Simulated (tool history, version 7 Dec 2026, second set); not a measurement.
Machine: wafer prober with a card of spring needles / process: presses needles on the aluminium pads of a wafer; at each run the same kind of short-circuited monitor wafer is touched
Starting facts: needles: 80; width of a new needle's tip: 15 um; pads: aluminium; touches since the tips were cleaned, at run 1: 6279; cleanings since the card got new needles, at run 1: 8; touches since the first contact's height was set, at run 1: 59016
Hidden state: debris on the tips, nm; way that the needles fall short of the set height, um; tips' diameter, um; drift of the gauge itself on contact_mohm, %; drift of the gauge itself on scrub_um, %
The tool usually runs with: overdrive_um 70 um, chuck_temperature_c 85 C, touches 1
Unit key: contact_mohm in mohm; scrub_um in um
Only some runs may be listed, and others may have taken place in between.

run	hour	overdrive_um	chuck_temperature_c	touches	touches since the tips were cleaned	cleanings since the card got new needles	touches since the first contact's height was set	contact_mohm	scrub_um
1	0	70	85	1	6279	8	59016	373	18.23
# hour 1.8: tips cleaned on abrasive film
2	22.4	70	85	1	4303	9	63667	418	18.2
# hour 34.2: tips cleaned on abrasive film
3	52.4	70	85	1	3794	10	69925	347	18.17
# hour 64.6: tips cleaned on abrasive film
4	85.9	70	85	1	4444	11	76906	358	18.07
# hour 95.9: tips cleaned on abrasive film
5	113.4	70	85	1	3668	12	82636	349	18.09
# hour 127.8: tips cleaned on abrasive film
6	149.7	70	85	1	4597	13	90208	361	17.98
# hour 159.7: tips cleaned on abrasive film
# hour 164.3: tips cleaned on abrasive film, once more
7	176.3	70	85	1	2499	15	95709	323	17.99
# hour 195.7: tips cleaned on abrasive film
8	197.8	70	85	1	431	16	100187	281	17.87
9	219.3	51	85	1	4931	16	104687	463	12.91
# hour 228.1: tips cleaned on abrasive film
10	256.7	51	85	1	5990	17	112482	491	12.92
# hour 260: tips cleaned on abrasive film
11	274.5	51	85	1	3029	18	116169	413	12.78
# hour 291.9: tips cleaned on abrasive film
12	310.5	51	85	1	3885	19	123680	452	12.82
# hour 323.8: tips cleaned on abrasive film
# hour 327.8: height of the first contact set anew
13	347	51	85	1	4784	20	4017	463	13.45
# hour 356.2: tips cleaned on abrasive film
14	366.3	51	85	1	2119	21	8024	380	13.42
# hour 388.2: tips cleaned on abrasive film
15	404.6	51	85	1	3418	22	16001	425	13.41
# hour 418.7: tips cleaned on abrasive film
16	432.4	51	85	1	2863	23	21797	404	13.37
# hour 452.3: tips cleaned on abrasive film
17	456.6	56	85	1	907	24	26840	320	14.63
# hour 483.9: tips cleaned on abrasive film
18	483.9	90	59	2	0	25	32525	246	23.55
19	501.3	90	59	2	3620	25	36145	284	23.48
# hour 516.3: tips cleaned on abrasive film
20	532.7	90	59	2	3409	26	42687	282	23.49
# hour 547.9: tips cleaned on abrasive film
21	553.7	70	42	1	1208	27	47054	294	18.28
# hour 578.5: tips cleaned on abrasive film
22	586.4	70	66	1	1660	28	53878	316	18.18
# hour 608.9: tips cleaned on abrasive film
23	625.6	68	83	2	3499	29	62050	327	17.68
# hour 641.5: tips cleaned on abrasive film
24	651.1	68	50	2	2015	30	67360	298	17.64
# hour 672.7: tips cleaned on abrasive film
25	673	68	50	2	65	31	71910	262	17.59
26	690.7	68	123	2	3763	31	75608	330	17.62
# hour 705.2: tips cleaned on abrasive film
27	714.6	68	123	2	1961	32	80592	318	17.48
28	734.3	55	85	1	6076	32	84707	467	14.13
# hour 736.8: tips cleaned on abrasive film
29	753.3	84	39	3	3434	33	88650	263	21.75
# hour 767.9: tips cleaned on abrasive film
30	789.3	62	85	3	4468	34	96150	312	15.95
# hour 799.3: tips cleaned on abrasive film
31	814.2	63	85	1	3115	35	101334	377	16.14
# hour 832.8: tips cleaned on abrasive film
32	851.1	58	27	1	3835	36	109040	413	14.77
# hour 864.3: tips cleaned on abrasive film
33	877.1	70	39	1	2679	37	114448	339	17.86

The logged runs with the hidden state left out (each run's random variation unchanged):
run	contact_mohm	scrub_um
1	255	18.46
2	256	18.49
3	254	18.51
4	254	18.44
5	256	18.49
6	254	18.41
7	254	18.48
8	258	18.4
9	264	13.44
10	263	13.48
11	262	13.36
12	266	13.43
13	265	13.45
14	268	13.45
15	261	13.48
16	262	13.46
17	262	14.76
18	240	23.7
19	244	23.63
20	242	23.68
21	242	18.49
22	249	18.42
23	257	17.95
24	246	17.94
25	248	17.93
26	263	17.96
27	274	17.84
28	258	14.49
29	235	22.14
30	257	16.37
31	260	16.59
32	243	15.26
33	244	18.39

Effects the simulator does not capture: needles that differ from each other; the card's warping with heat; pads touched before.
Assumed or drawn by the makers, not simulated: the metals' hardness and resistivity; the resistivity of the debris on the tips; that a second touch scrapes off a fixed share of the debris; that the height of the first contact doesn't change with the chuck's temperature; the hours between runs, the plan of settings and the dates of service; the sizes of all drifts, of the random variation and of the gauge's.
